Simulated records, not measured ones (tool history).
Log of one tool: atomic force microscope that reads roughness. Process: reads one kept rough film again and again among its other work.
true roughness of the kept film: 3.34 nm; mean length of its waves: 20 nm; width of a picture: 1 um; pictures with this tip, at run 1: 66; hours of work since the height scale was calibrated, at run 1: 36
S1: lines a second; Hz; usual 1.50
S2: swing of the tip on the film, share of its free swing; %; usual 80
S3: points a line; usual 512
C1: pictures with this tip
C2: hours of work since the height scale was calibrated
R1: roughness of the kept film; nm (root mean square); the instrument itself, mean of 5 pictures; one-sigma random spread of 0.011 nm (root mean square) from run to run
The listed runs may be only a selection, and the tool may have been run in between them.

| run | hour | S1 | S2 | S3 | C1 | C2 | R1 |
|---|---|---|---|---|---|---|---|
| 1 | 0.0 | 1.50 | 80 | 512 | 66 | 36 | 2.382 |
| 2 | 8.3 | 1.50 | 80 | 512 | 86 | 43 | 2.329 |
| 3 | 13.1 | 1.50 | 80 | 512 | 98 | 47 | 2.287 |
| 4 | 21.0 | 0.78 | 80 | 512 | 117 | 53 | 2.360 |
| 5 | 27.5 | 0.78 | 80 | 530 | 134 | 58 | 2.350 |
| 6 | 34.4 | 0.78 | 80 | 530 | 151 | 63 | 2.286 |
| 7 | 42.1 | 0.78 | 80 | 530 | 170 | 70 | 2.243 |
| 8 | 51.3 | 0.78 | 80 | 530 | 192 | 77 | 2.201 |
| 9 | 60.7 | 1.50 | 80 | 512 | 215 | 84 | 2.064 |
| 10 | 68.3 | 1.60 | 80 | 512 | 234 | 90 | 2.014 |
| 11 | 76.9 | 1.60 | 80 | 419 | 256 | 97 | 1.957 |
| 12 | 82.5 | 1.50 | 80 | 434 | 269 | 101 | 1.942 |
| 13 | 89.0 | 1.50 | 80 | 434 | 285 | 106 | 1.917 |
| 14 | 94.1 | 1.50 | 58 | 434 | 298 | 111 | 2.080 |
|  | 95.8 | height scale calibrated on a step standard |
| 15 | 102.7 | 1.50 | 58 | 434 | 317 | 5 | 2.029 |
| 16 | 107.0 | 1.50 | 62 | 512 | 327 | 9 | 2.000 |
| 17 | 112.3 | 1.50 | 62 | 512 | 340 | 13 | 1.977 |
| 18 | 120.2 | 1.50 | 62 | 512 | 360 | 19 | 1.925 |
| 19 | 127.4 | 1.08 | 62 | 512 | 378 | 25 | 1.939 |
|  | 130.8 | new tip fitted |
| 20 | 133.3 | 1.08 | 62 | 512 | 6 | 29 | 2.681 |
| 21 | 141.2 | 1.50 | 80 | 512 | 25 | 35 | 2.419 |
| 22 | 150.0 | 1.50 | 80 | 512 | 47 | 42 | 2.373 |
|  | 151.4 | height scale calibrated on a step standard, once more |
| 23 | 158.9 | 1.50 | 80 | 512 | 67 | 6 | 2.302 |
| 24 | 168.3 | 1.50 | 80 | 512 | 90 | 13 | 2.291 |
| 25 | 177.2 | 1.50 | 80 | 512 | 112 | 20 | 2.207 |
| 26 | 186.0 | 0.93 | 80 | 512 | 134 | 27 | 2.254 |
| 27 | 191.1 | 1.28 | 82 | 384 | 146 | 31 | 2.134 |
| 28 | 196.0 | 1.28 | 82 | 384 | 158 | 35 | 2.120 |
| 29 | 201.3 | 1.50 | 80 | 656 | 171 | 39 | 2.096 |
| 30 | 208.7 | 1.72 | 57 | 951 | 190 | 45 | 2.233 |
| 31 | 213.6 | 1.72 | 57 | 951 | 202 | 49 | 2.220 |
| 32 | 219.5 | 0.66 | 81 | 709 | 216 | 54 | 2.148 |
| 33 | 224.9 | 1.16 | 81 | 918 | 230 | 58 | 2.044 |
| 34 | 233.7 | 1.16 | 81 | 918 | 251 | 65 | 2.003 |
| 35 | 238.6 | 0.75 | 80 | 636 | 264 | 69 | 2.030 |
| 36 | 243.6 | 0.75 | 80 | 481 | 276 | 73 | 2.019 |
| 37 | 251.4 | 0.75 | 80 | 481 | 295 | 79 | 1.981 |
| 38 | 258.1 | 1.15 | 58 | 877 | 312 | 84 | 2.036 |
| 39 | 262.7 | 0.95 | 63 | 618 | 323 | 88 | 1.993 |
| 40 | 267.9 | 0.95 | 57 | 1006 | 336 | 92 | 2.006 |
| 41 | 272.7 | 3.54 | 61 | 512 | 348 | 96 | 1.838 |
| 42 | 281.7 | 2.16 | 80 | 512 | 370 | 103 | 1.679 |
|  | 287.9 | new tip fitted |
| 43 | 287.9 | 2.16 | 80 | 512 | 0 | 107 | 2.436 |
| 44 | 295.9 | 2.16 | 80 | 512 | 20 | 113 | 2.379 |
| 45 | 302.4 | 1.16 | 73 | 809 | 36 | 119 | 2.594 |
| 46 | 306.5 | 1.16 | 73 | 809 | 46 | 122 | 2.563 |
| 47 | 310.5 | 1.16 | 72 | 656 | 56 | 125 | 2.530 |
| 48 | 315.3 | 1.50 | 55 | 855 | 68 | 129 | 2.588 |
| 49 | 321.1 | 1.50 | 55 | 855 | 82 | 133 | 2.544 |
| 50 | 329.5 | 1.50 | 61 | 512 | 103 | 140 | 2.439 |
| 51 | 334.3 | 1.50 | 61 | 512 | 115 | 144 | 2.427 |
| 52 | 340.4 | 3.16 | 60 | 325 | 130 | 149 | 2.262 |

Each row is a separate what-if for the run after 52, all from the same tool condition, not one after another. Results?
| A | 345.9 | 1.50 | 57 | 617 | 143 | 153 | ? |
| B | 345.9 | 3.16 | 60 | 297 | 143 | 153 | ? |
| C | 345.9 | 1.94 | 79 | 266 | 143 | 153 | ? |
| D | 345.9 | 3.63 | 60 | 452 | 143 | 153 | ? |

| run | R1 |
|---|---|
| A | 2.353 |
| B | 2.227 |
| C | 2.082 |
| D | 2.246 |
With the hidden condition removed and each run's random variation left untouched, the same runs would have given:
| run | R1 |
|---|---|
| A | 2.741 |
| B | 2.593 |
| C | 2.425 |
| D | 2.616 |

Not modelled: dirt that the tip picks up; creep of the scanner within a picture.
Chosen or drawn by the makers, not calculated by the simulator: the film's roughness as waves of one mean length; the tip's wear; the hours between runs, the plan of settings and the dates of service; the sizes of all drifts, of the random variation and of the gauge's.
